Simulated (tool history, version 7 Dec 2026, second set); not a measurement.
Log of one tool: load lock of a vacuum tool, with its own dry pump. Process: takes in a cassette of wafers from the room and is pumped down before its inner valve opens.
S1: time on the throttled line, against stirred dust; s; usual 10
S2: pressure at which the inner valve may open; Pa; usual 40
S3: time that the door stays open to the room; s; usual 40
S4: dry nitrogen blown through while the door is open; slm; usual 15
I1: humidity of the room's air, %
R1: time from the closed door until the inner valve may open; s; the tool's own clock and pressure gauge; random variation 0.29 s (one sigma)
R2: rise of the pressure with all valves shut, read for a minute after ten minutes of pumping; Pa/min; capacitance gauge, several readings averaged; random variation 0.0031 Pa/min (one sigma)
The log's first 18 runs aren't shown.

Run 19, day 86.042: usual settings but S4 5 slm; I1 43.2. Result: R1 20.5 s, R2 0.144 Pa/min.
Run 20, day 92.617: usual settings but S1 8 s, S3 143 s, S4 39 slm; I1 47.3. Result: R1 18.5 s, R2 0.143 Pa/min.
Run 21, day 97.621: usual settings but S1 13 s, S3 143 s, S4 30 slm; I1 41.5. Result: R1 22.0 s, R2 0.148 Pa/min.
Run 22, day 100.838: usual settings but S2 29 Pa, S3 128 s; I1 45.3. Result: R1 20.8 s, R2 0.172 Pa/min.
Run 23, day 105.450: usual settings but S1 13 s, S2 29 Pa, S3 128 s, S4 4 slm; I1 44.7. Result: R1 23.1 s, R2 0.197 Pa/min.
Run 24, day 108.921: usual settings but S3 31 s, S4 7 slm; I1 44.5. Result: R1 19.8 s, R2 0.137 Pa/min.
Run 25, day 114.708: usual settings but S1 11 s, S2 44 Pa, S4 7 slm; I1 45.6. Result: R1 20.3 s, R2 0.146 Pa/min.
Run 26, day 120.429: usual settings but S1 11 s, S2 44 Pa, S4 7 slm; I1 44.9. Result: R1 20.6 s, R2 0.150 Pa/min.
Run 27, day 125.662: usual settings but S1 11 s, S2 44 Pa, S4 7 slm; I1 46.2. Result: R1 21.0 s, R2 0.147 Pa/min.
Run 28, day 131.754: usual settings but S1 16 s; I1 43.1. Result: R1 24.3 s, R2 0.136 Pa/min.
Run 29, day 136.196: usual settings but S1 6 s, S2 33 Pa, S3 120 s, S4 18 slm; I1 42.2. Result: R1 17.3 s, R2 0.163 Pa/min.
Run 30, day 141.004: usual settings but S1 6 s, S2 33 Pa, S3 120 s, S4 18 slm; I1 42.9. Result: R1 17.4 s, R2 0.162 Pa/min.
Run 31, day 144.362: usual settings but S1 6 s, S2 33 Pa, S3 120 s, S4 18 slm; I1 46.8. Result: R1 17.5 s, R2 0.175 Pa/min.
Run 32, day 150.946: usual settings but S1 6 s, S2 33 Pa, S3 120 s, S4 18 slm; I1 44.8. Result: R1 18.1 s, R2 0.169 Pa/min.
Run 33, day 156.012: usual settings but S1 6 s, S2 33 Pa, S3 177 s, S4 18 slm; I1 46.4. Result: R1 16.8 s, R2 0.185 Pa/min.
Run 34, day 160.383: usual settings but S1 6 s, S2 51 Pa, S3 189 s, S4 18 slm; I1 44.1. Result: R1 17.2 s, R2 0.186 Pa/min.
Run 35, day 164.079: usual settings but S1 15 s, S3 185 s, S4 18 slm; I1 42.3. Result: R1 24.1 s, R2 0.183 Pa/min.
Run 36, day 167.442: usual settings but S1 9 s; I1 42.7. Result: R1 19.9 s, R2 0.146 Pa/min.
Run 37, day 174.033: usual settings but S3 42 s, S4 26 slm; I1 47.5. Result: R1 20.4 s, R2 0.140 Pa/min.

3 ways to go on from here, each from the tool as it stands after run 37. What would each give?
Run A, day 176.767: usual settings but S2 62 Pa, S3 42 s, S4 34 slm; I1 43.1. Result: R1 ?, R2 ?.
Run B, day 176.767: usual settings but S1 11 s, S3 42 s, S4 13 slm; I1 45.8. Result: R1 ?, R2 ?.
Run C, day 176.767: usual settings but S3 35 s, S4 26 slm; I1 46.9. Result: R1 ?, R2 ?.

run    R1     R2
  A  19.9  0.135
  B  21.1  0.150
  C  20.4  0.137
Without the tool's hidden state the same runs would have given:
run    R1     R2
  A  19.2  0.053
  B  20.3  0.066
  C  19.6  0.053

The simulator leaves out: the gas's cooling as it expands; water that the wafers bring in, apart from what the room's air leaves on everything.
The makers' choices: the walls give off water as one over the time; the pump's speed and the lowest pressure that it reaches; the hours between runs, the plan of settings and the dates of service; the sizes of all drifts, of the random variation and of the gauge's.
